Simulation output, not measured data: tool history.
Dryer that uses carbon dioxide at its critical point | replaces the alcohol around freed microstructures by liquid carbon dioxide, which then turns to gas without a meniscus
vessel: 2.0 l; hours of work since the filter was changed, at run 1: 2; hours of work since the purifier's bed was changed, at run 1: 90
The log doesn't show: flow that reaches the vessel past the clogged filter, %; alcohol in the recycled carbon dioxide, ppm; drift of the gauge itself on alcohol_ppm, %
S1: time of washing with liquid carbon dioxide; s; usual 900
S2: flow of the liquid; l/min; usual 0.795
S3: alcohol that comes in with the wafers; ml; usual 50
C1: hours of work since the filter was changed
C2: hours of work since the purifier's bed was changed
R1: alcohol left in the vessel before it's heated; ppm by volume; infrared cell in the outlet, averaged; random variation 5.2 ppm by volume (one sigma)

run 1 hour=0.0 | S1=900 S2=0.795 S3=50 | C1=2 C2=90 | R1=128
run 2 hour=9.6 | S1=900 S2=0.927 S3=50 | C1=9 C2=97 | R1=63
run 3 hour=23.9 | S1=900 S2=0.961 S3=50 | C1=20 C2=108 | R1=51
run 4 hour=31.7 | S1=900 S2=1.065 S3=50 | C1=26 C2=113 | R1=40
run 5 hour=44.4 | S1=900 S2=1.065 S3=50 | C1=35 C2=123 | R1=52
run 6 hour=57.8 | S1=900 S2=1.065 S3=50 | C1=45 C2=133 | R1=57
run 7 hour=67.9 | S1=900 S2=1.065 S3=50 | C1=52 C2=140 | R1=40
run 8 hour=73.8 | S1=900 S2=1.065 S3=50 | C1=57 C2=144 | R1=61
run 9 hour=87.7 | S1=900 S2=1.065 S3=50 | C1=67 C2=155 | R1=51
run 10 hour=100.3 | S1=900 S2=1.065 S3=50 | C1=76 C2=164 | R1=55
run 11 hour=108.4 | S1=900 S2=1.065 S3=50 | C1=82 C2=170 | R1=53
run 12 hour=115.4 | S1=900 S2=1.065 S3=50 | C1=87 C2=175 | R1=65
run 13 hour=126.8 | S1=900 S2=0.843 S3=50 | C1=96 C2=183 | R1=130
run 14 hour=135.5 | S1=900 S2=0.751 S3=50 | C1=102 C2=190 | R1=186
run 15 hour=145.7 | S1=900 S2=0.751 S3=50 | C1=110 C2=197 | R1=196
run 16 hour=157.7 | S1=600 S2=0.751 S3=54 | C1=118 C2=206 | R1=925
run 17 hour=169.8 | S1=780 S2=0.800 S3=34 | C1=127 C2=215 | R1=209
run 18 hour=176.4 | S1=900 S2=1.277 S3=50 | C1=132 C2=220 | R1=63
run 19 hour=186.9 | S1=780 S2=1.184 S3=70 | C1=140 C2=228 | R1=88
run 20 hour=194.5 | S1=780 S2=1.184 S3=70 | C1=146 C2=233 | R1=95
run 21 hour=202.8 | S1=1260 S2=1.184 S3=30 | C1=152 C2=239 | R1=60
run 22 hour=211.2 | S1=720 S2=0.709 S3=28 | C1=158 C2=246 | R1=369
run 23 hour=218.2 | S1=720 S2=0.709 S3=28 | C1=163 C2=251 | R1=353
run 24 hour=227.2 | S1=900 S2=0.681 S3=72 | C1=170 C2=257 | R1=421
run 25 hour=234.7 | S1=900 S2=0.509 S3=25 | C1=175 C2=263 | R1=460
run 26 hour=247.9 | S1=600 S2=0.484 S3=50 | C1=185 C2=273 | R1=2873
run 27 hour=262.1 | S1=1020 S2=0.795 S3=50 | C1=195 C2=283 | R1=129

Forecast each of these 3 alternatives for the next run:
run A hour=269.6 | S1=900 S2=1.322 S3=50 | C1=201 C2=289 | R1=?
run B hour=269.6 | S1=900 S2=0.957 S3=50 | C1=201 C2=289 | R1=?
run C hour=269.6 | S1=900 S2=1.283 S3=107 | C1=201 C2=289 | R1=?

run=A R1=79
run=B R1=112
run=C R1=83
Without the tool's hidden state the same runs would have given:
run=A R1=11
run=B R1=36
run=C R1=15
